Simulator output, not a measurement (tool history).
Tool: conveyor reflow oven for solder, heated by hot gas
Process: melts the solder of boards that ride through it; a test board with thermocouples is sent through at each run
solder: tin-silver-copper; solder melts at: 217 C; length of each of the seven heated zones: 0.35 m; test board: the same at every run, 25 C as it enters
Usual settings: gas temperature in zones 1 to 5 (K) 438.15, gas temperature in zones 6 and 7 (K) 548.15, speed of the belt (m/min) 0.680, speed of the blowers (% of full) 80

run     day  gas temperature in zones 1 to 5 (K)  gas temperature in zones 6 and 7 (K)  speed of the belt (m/min)  speed of the blowers (% of full)  highest temperature of the board (K)  time above the solder's melting point (s)
  1   0.000                               438.15                                548.15                      0.680                                80                                532.25                                       47.2
  2   1.042                               438.15                                548.15                      0.680                                66                                528.65                                       45.0
  3   1.925                               438.15                                548.15                      0.680                                80                                531.45                                       47.3
  4   2.767                               438.15                                548.15                      0.680                                80                                531.45                                       47.0
  5   3.829                               438.15                                548.15                      0.680                                80                                531.35                                       47.0
      4.979  -- flux residue cleaned out of gas plates and filters
  6   5.008                               438.15                                548.15                      0.680                                80                                532.75                                       48.4
  7   5.896                               438.15                                548.15                      0.680                                80                                533.45                                       48.6
  8   6.488                               430.15                                548.15                      0.680                                80                                532.25                                       46.1
  9   6.983                               438.15                                548.15                      0.680                                63                                529.45                                       45.8
 10   7.971                               438.15                                548.15                      0.680                                63                                528.25                                       45.8
 11   8.825                               441.15                                541.15                      0.680                                80                                527.75                                       46.1
 12   9.854                               433.15                                544.15                      0.818                                79                                521.55                                       32.6
 13  10.371                               436.15                                543.15                      0.558                                75                                533.45                                       59.4
 14  11.488                               423.15                                536.15                      0.545                                75                                525.45                                       53.2
 15  12.133                               438.15                                543.15                      0.689                                60                                522.65                                       41.5

4 ways to go on from here, each from the tool as it stands after run 15. What would each give?
  A  13.242                               449.15                                543.15                      0.689                                79                                     ?                                          ?
  B  13.242                               438.15                                562.15                      0.747                                60                                     ?                                          ?
  C  13.242                               438.15                                539.15                      0.689                                62                                     ?                                          ?
  D  13.242                               438.15                                543.15                      0.775                                60                                     ?                                          ?

run  highest temperature of the board (K)  time above the solder's melting point (s)
  A                                529.45                                       48.7
  B                                536.05                                       44.6
  C                                519.85                                       39.2
  D                                518.45                                       32.7
Without the tool's hidden state the same runs would have given:
run  highest temperature of the board (K)  time above the solder's melting point (s)
  A                                530.05                                       49.0
  B                                536.75                                       44.9
  C                                520.35                                       39.7
  D                                519.05                                       33.2
